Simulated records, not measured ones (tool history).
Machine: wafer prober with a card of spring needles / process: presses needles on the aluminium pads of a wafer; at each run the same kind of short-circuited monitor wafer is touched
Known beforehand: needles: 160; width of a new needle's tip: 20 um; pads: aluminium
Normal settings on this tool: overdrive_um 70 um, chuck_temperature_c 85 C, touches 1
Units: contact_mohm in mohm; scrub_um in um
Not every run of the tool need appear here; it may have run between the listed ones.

Run 1, day 0.000: usual settings. Result: contact_mohm 191 mohm, scrub_um 18.26 um.
At day 0.142: tips cleaned on abrasive film.
At day 0.283: tips cleaned on abrasive film.
At day 0.425: tips cleaned on abrasive film.
At day 0.567: tips cleaned on abrasive film.
At day 0.742: tips cleaned on abrasive film.
At day 0.921: tips cleaned on abrasive film.
At day 1.062: tips cleaned on abrasive film.
At day 1.075: height of the first contact set anew.
Run 2, day 1.096: usual settings. Result: contact_mohm 194 mohm, scrub_um 18.31 um.
At day 1.238: tips cleaned on abrasive film.
At day 1.379: tips cleaned on abrasive film.
At day 1.521: tips cleaned on abrasive film.
At day 1.662: tips cleaned on abrasive film.
At day 1.804: tips cleaned on abrasive film.
At day 1.983: tips cleaned on abrasive film.
At day 2.125: tips cleaned on abrasive film.
At day 2.300: tips cleaned on abrasive film.
At day 2.442: tips cleaned on abrasive film.
At day 2.583: tips cleaned on abrasive film.
At day 2.725: tips cleaned on abrasive film.
Run 3, day 2.804: usual settings. Result: contact_mohm 191 mohm, scrub_um 18.36 um.
At day 2.879: tips cleaned on abrasive film.
At day 3.021: tips cleaned on abrasive film.
At day 3.162: tips cleaned on abrasive film.
At day 3.338: tips cleaned on abrasive film.
At day 3.479: tips cleaned on abrasive film.
At day 3.621: tips cleaned on abrasive film.
At day 3.762: tips cleaned on abrasive film.
At day 3.904: tips cleaned on abrasive film.
At day 4.046: tips cleaned on abrasive film.
At day 4.188: tips cleaned on abrasive film.
At day 4.329: tips cleaned on abrasive film.
At day 4.508: tips cleaned on abrasive film.
At day 4.650: tips cleaned on abrasive film.
At day 4.792: tips cleaned on abrasive film.
At day 4.946: tips cleaned on abrasive film.
Run 4, day 4.946: usual settings. Result: contact_mohm 193 mohm, scrub_um 18.24 um.
At day 5.088: tips cleaned on abrasive film.
At day 5.229: tips cleaned on abrasive film.
At day 5.404: tips cleaned on abrasive film.
At day 5.546: tips cleaned on abrasive film.
At day 5.721: tips cleaned on abrasive film.
At day 5.862: tips cleaned on abrasive film.
At day 6.004: tips cleaned on abrasive film.
At day 6.183: tips cleaned on abrasive film.
At day 6.333: height of the first contact set anew.
At day 6.371: tips cleaned on abrasive film.
At day 6.512: tips cleaned on abrasive film.
At day 6.688: tips cleaned on abrasive film.
At day 6.829: tips cleaned on abrasive film.
At day 6.971: tips cleaned on abrasive film.
At day 7.112: tips cleaned on abrasive film.
Run 5, day 7.183: usual settings. Result: contact_mohm 190 mohm, scrub_um 18.26 um.
At day 7.258: tips cleaned on abrasive film.
At day 7.400: tips cleaned on abrasive film.
At day 7.575: tips cleaned on abrasive film.
At day 7.754: tips cleaned on abrasive film.
At day 7.896: tips cleaned on abrasive film.
At day 8.038: tips cleaned on abrasive film.
At day 8.179: tips cleaned on abrasive film.
Run 6, day 8.271: usual settings but overdrive_um 54 um. Result: contact_mohm 201 mohm, scrub_um 14.06 um.
At day 8.342: tips cleaned on abrasive film.
At day 8.521: tips cleaned on abrasive film.
At day 8.662: tips cleaned on abrasive film.
At day 8.804: tips cleaned on abrasive film.
At day 8.946: tips cleaned on abrasive film.
At day 9.088: tips cleaned on abrasive film.
At day 9.229: tips cleaned on abrasive film.
At day 9.404: tips cleaned on abrasive film.
At day 9.579: tips cleaned on abrasive film.
At day 9.721: tips cleaned on abrasive film.
At day 9.900: tips cleaned on abrasive film.
At day 10.042: tips cleaned on abrasive film.
At day 10.183: tips cleaned on abrasive film.
At day 10.325: tips cleaned on abrasive film.
At day 10.500: tips cleaned on abrasive film.
At day 10.642: tips cleaned on abrasive film.
Run 7, day 10.721: usual settings but overdrive_um 54 um. Result: contact_mohm 198 mohm, scrub_um 14.03 um.
At day 10.792: tips cleaned on abrasive film.
At day 10.933: tips cleaned on abrasive film.
At day 11.075: tips cleaned on abrasive film.
At day 11.217: tips cleaned on abrasive film.
At day 11.362: tips cleaned on abrasive film.
At day 11.504: tips cleaned on abrasive film.
At day 11.617: height of the first contact set anew.
At day 11.658: tips cleaned on abrasive film.
At day 11.800: tips cleaned on abrasive film.
Run 8, day 11.858: usual settings but overdrive_um 54 um. Result: contact_mohm 196 mohm, scrub_um 14.14 um.
At day 11.967: tips cleaned on abrasive film.
At day 12.108: tips cleaned on abrasive film.
At day 12.250: tips cleaned on abrasive film.
At day 12.425: tips cleaned on abrasive film.
At day 12.567: tips cleaned on abrasive film.
At day 12.746: tips cleaned on abrasive film.
At day 13.246: card fitted with new needles.
At day 13.388: tips cleaned on abrasive film.
At day 13.562: tips cleaned on abrasive film.
At day 13.704: tips cleaned on abrasive film.
Run 9, day 13.721: usual settings but overdrive_um 74 um, chuck_temperature_c 72 C. Result: contact_mohm 190 mohm, scrub_um 19.27 um.
At day 13.862: tips cleaned on abrasive film.
At day 14.004: tips cleaned on abrasive film.
At day 14.146: tips cleaned on abrasive film.
At day 14.288: tips cleaned on abrasive film.
At day 14.429: tips cleaned on abrasive film.
At day 14.571: tips cleaned on abrasive film.
At day 14.712: tips cleaned on abrasive film.
At day 14.854: tips cleaned on abrasive film.
At day 14.996: tips cleaned on abrasive film.
At day 15.138: tips cleaned on abrasive film.
At day 15.279: tips cleaned on abrasive film.
At day 15.458: tips cleaned on abrasive film.
At day 15.600: tips cleaned on abrasive film.
At day 15.742: tips cleaned on abrasive film.
At day 15.917: tips cleaned on abrasive film.
Run 10, day 16.025: usual settings but overdrive_um 76 um, chuck_temperature_c 104 C, touches 2. Result: contact_mohm 194 mohm, scrub_um 19.90 um.
At day 16.062: tips cleaned on abrasive film.
At day 16.204: tips cleaned on abrasive film.
At day 16.379: tips cleaned on abrasive film.
At day 16.554: tips cleaned on abrasive film.
At day 16.696: tips cleaned on abrasive film.
At day 16.838: tips cleaned on abrasive film.
At day 16.979: tips cleaned on abrasive film.
At day 17.125: tips cleaned on abrasive film.
At day 17.267: tips cleaned on abrasive film.
Run 11, day 17.321: usual settings but overdrive_um 71 um, chuck_temperature_c 36 C, touches 2. Result: contact_mohm 181 mohm, scrub_um 18.57 um.
At day 17.429: tips cleaned on abrasive film.
At day 17.608: tips cleaned on abrasive film.
At day 17.783: tips cleaned on abrasive film.
At day 17.958: tips cleaned on abrasive film.
At day 18.100: tips cleaned on abrasive film.
At day 18.242: tips cleaned on abrasive film.
At day 18.383: tips cleaned on abrasive film.
At day 18.500: height of the first contact set anew.
At day 18.538: tips cleaned on abrasive film.
At day 18.679: tips cleaned on abrasive film.
At day 18.858: tips cleaned on abrasive film.
At day 19.000: tips cleaned on abrasive film.
At day 19.142: tips cleaned on abrasive film.
Run 12, day 19.250: usual settings but overdrive_um 77 um, touches 2. Result: contact_mohm 188 mohm, scrub_um 20.15 um.
At day 19.288: tips cleaned on abrasive film.
At day 19.462: tips cleaned on abrasive film.
At day 19.604: tips cleaned on abrasive film.
At day 19.783: tips cleaned on abrasive film.
At day 19.925: tips cleaned on abrasive film.
At day 20.067: tips cleaned on abrasive film.
At day 20.208: tips cleaned on abrasive film.
At day 20.350: tips cleaned on abrasive film.
At day 20.525: tips cleaned on abrasive film.
At day 20.667: tips cleaned on abrasive film.
Run 13, day 20.750: usual settings but chuck_temperature_c 67 C, touches 2. Result: contact_mohm 185 mohm, scrub_um 18.34 um.

Alternative continuations, all from the tool just after run 13; predict every row:
At day 20.821: tips cleaned on abrasive film.
At day 20.962: tips cleaned on abrasive film.
At day 21.142: tips cleaned on abrasive film.
At day 21.283: tips cleaned on abrasive film.
At day 21.425: tips cleaned on abrasive film.
At day 21.567: tips cleaned on abrasive film.
At day 21.708: tips cleaned on abrasive film.
At day 21.850: tips cleaned on abrasive film.
At day 21.992: tips cleaned on abrasive film.
Run A, day 22.012: usual settings but chuck_temperature_c 99 C, touches 2. Result: contact_mohm ?, scrub_um ?.
At day 20.821: tips cleaned on abrasive film.
At day 20.962: tips cleaned on abrasive film.
At day 21.142: tips cleaned on abrasive film.
At day 21.283: tips cleaned on abrasive film.
At day 21.425: tips cleaned on abrasive film.
At day 21.567: tips cleaned on abrasive film.
At day 21.708: tips cleaned on abrasive film.
At day 21.850: tips cleaned on abrasive film.
At day 21.992: tips cleaned on abrasive film.
Run B, day 22.012: usual settings but overdrive_um 59 um, chuck_temperature_c 68 C. Result: contact_mohm ?, scrub_um ?.
At day 20.821: tips cleaned on abrasive film.
At day 20.962: tips cleaned on abrasive film.
At day 21.142: tips cleaned on abrasive film.
At day 21.283: tips cleaned on abrasive film.
At day 21.425: tips cleaned on abrasive film.
At day 21.567: tips cleaned on abrasive film.
At day 21.708: tips cleaned on abrasive film.
At day 21.850: tips cleaned on abrasive film.
At day 21.992: tips cleaned on abrasive film.
Run C, day 22.012: usual settings but overdrive_um 69 um, chuck_temperature_c 47 C. Result: contact_mohm ?, scrub_um ?.
At day 20.821: tips cleaned on abrasive film.
At day 20.962: tips cleaned on abrasive film.
At day 21.142: tips cleaned on abrasive film.
At day 21.283: tips cleaned on abrasive film.
At day 21.425: tips cleaned on abrasive film.
At day 21.567: tips cleaned on abrasive film.
At day 21.708: tips cleaned on abrasive film.
At day 21.850: tips cleaned on abrasive film.
At day 21.992: tips cleaned on abrasive film.
Run D, day 22.012: usual settings but overdrive_um 63 um. Result: contact_mohm ?, scrub_um ?.
At day 20.821: tips cleaned on abrasive film.
At day 20.962: tips cleaned on abrasive film.
At day 21.142: tips cleaned on abrasive film.
At day 21.283: tips cleaned on abrasive film.
At day 21.425: tips cleaned on abrasive film.
At day 21.567: tips cleaned on abrasive film.
At day 21.708: tips cleaned on abrasive film.
At day 21.850: tips cleaned on abrasive film.
At day 21.992: tips cleaned on abrasive film.
Run E, day 22.012: usual settings but overdrive_um 54 um, chuck_temperature_c 97 C. Result: contact_mohm ?, scrub_um ?.

run  contact_mohm  scrub_um
  A           191     18.21
  B           191     15.45
  C           186     17.89
  D           193     16.29
  E           199     14.13
Take away the tool's hidden state, keep each run's random variation, and the runs would have read:
run  contact_mohm  scrub_um
  A           191     18.22
  B           191     15.45
  C           186     17.89
  D           193     16.30
  E           199     14.13

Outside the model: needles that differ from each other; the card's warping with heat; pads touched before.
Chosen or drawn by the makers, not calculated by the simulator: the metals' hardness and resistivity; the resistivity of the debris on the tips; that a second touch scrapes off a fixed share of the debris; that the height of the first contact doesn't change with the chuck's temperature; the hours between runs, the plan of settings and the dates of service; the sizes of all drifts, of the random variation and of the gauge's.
